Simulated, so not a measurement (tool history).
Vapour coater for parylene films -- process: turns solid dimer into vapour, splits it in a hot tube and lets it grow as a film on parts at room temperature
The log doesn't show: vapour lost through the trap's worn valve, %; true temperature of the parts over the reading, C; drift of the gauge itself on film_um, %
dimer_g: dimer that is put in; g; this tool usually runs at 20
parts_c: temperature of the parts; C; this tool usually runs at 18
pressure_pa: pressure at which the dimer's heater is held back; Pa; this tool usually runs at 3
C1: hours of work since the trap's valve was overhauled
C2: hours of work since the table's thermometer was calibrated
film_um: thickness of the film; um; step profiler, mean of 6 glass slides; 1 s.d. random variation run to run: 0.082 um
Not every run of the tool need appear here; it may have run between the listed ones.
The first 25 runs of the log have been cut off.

run 26 hour=1006.9 | dimer_g=20 parts_c=18 pressure_pa=3.05 | C1=227 C2=1396 | film_um=9.97
run 27 hour=1034.4 | dimer_g=20 parts_c=18 pressure_pa=2.73 | C1=244 C2=1413 | film_um=10.27
run 28 hour=1091.9 | dimer_g=20 parts_c=18 pressure_pa=2.73 | C1=280 C2=1449 | film_um=10.31
run 29 hour=1117.6 | dimer_g=15 parts_c=12 pressure_pa=3.49 | C1=296 C2=1465 | film_um=8.03
run 30 hour=1151.6 | dimer_g=12 parts_c=18 pressure_pa=5.77 | C1=318 C2=1486 | film_um=5.07
run 31 hour=1195.4 | dimer_g=12 parts_c=18 pressure_pa=5.77 | C1=345 C2=1514 | film_um=4.94
run 32 hour=1253.9 | dimer_g=30 parts_c=18 pressure_pa=2.07 | C1=382 C2=1550 | film_um=15.57
run 33 hour=1282 | dimer_g=30 parts_c=11 pressure_pa=2.07 | C1=399 C2=1568 | film_um=18.03
run 34 hour=1323.6 | dimer_g=30 parts_c=11 pressure_pa=2.07 | C1=425 C2=1594 | film_um=17.7
-- hour=1336.7 trap's valve overhauled
run 35 hour=1381.9 | dimer_g=23 parts_c=11 pressure_pa=5.8 | C1=28 C2=1628 | film_um=12.07
run 36 hour=1440.6 | dimer_g=23 parts_c=11 pressure_pa=5.8 | C1=65 C2=1664 | film_um=12.02
run 37 hour=1493 | dimer_g=23 parts_c=24 pressure_pa=3.62 | C1=98 C2=1697 | film_um=9.98
run 38 hour=1530.5 | dimer_g=23 parts_c=24 pressure_pa=3.62 | C1=121 C2=1721 | film_um=9.86
run 39 hour=1563.6 | dimer_g=20 parts_c=18 pressure_pa=6.92 | C1=142 C2=1741 | film_um=8.32
run 40 hour=1588.6 | dimer_g=20 parts_c=18 pressure_pa=6.92 | C1=157 C2=1757 | film_um=8.51
run 41 hour=1638.8 | dimer_g=20 parts_c=18 pressure_pa=6.92 | C1=189 C2=1788 | film_um=8.34
run 42 hour=1676.2 | dimer_g=20 parts_c=18 pressure_pa=11.36 | C1=212 C2=1812 | film_um=7.41
run 43 hour=1711.3 | dimer_g=20 parts_c=12 pressure_pa=11.3 | C1=234 C2=1834 | film_um=8.38
run 44 hour=1741.9 | dimer_g=9 parts_c=18 pressure_pa=11.74 | C1=253 C2=1853 | film_um=3.33
-- hour=1790.2 table's thermometer calibrated
run 45 hour=1799.3 | dimer_g=10 parts_c=18 pressure_pa=6.37 | C1=288 C2=6 | film_um=4.2
run 46 hour=1835.5 | dimer_g=10 parts_c=21 pressure_pa=4.36 | C1=311 C2=28 | film_um=4.28
run 47 hour=1859.8 | dimer_g=20 parts_c=18 pressure_pa=5.51 | C1=326 C2=43 | film_um=8.77
run 48 hour=1898.1 | dimer_g=20 parts_c=18 pressure_pa=5.51 | C1=350 C2=67 | film_um=8.66

3 ways to go on from here, each from the tool as it stands after run 48. What would each give?
run A hour=1937.8 | dimer_g=20 parts_c=18 pressure_pa=8.31 | C1=375 C2=92 | film_um=?
run B hour=1937.8 | dimer_g=9 parts_c=16 pressure_pa=4.45 | C1=375 C2=92 | film_um=?
run C hour=1937.8 | dimer_g=20 parts_c=20 pressure_pa=2.6 | C1=375 C2=92 | film_um=?

run=A film_um=7.74
run=B film_um=4.16
run=C film_um=9.78
Without the tool's unlogged condition, the same runs would have read:
run=A film_um=8.58
run=B film_um=4.61
run=C film_um=10.83
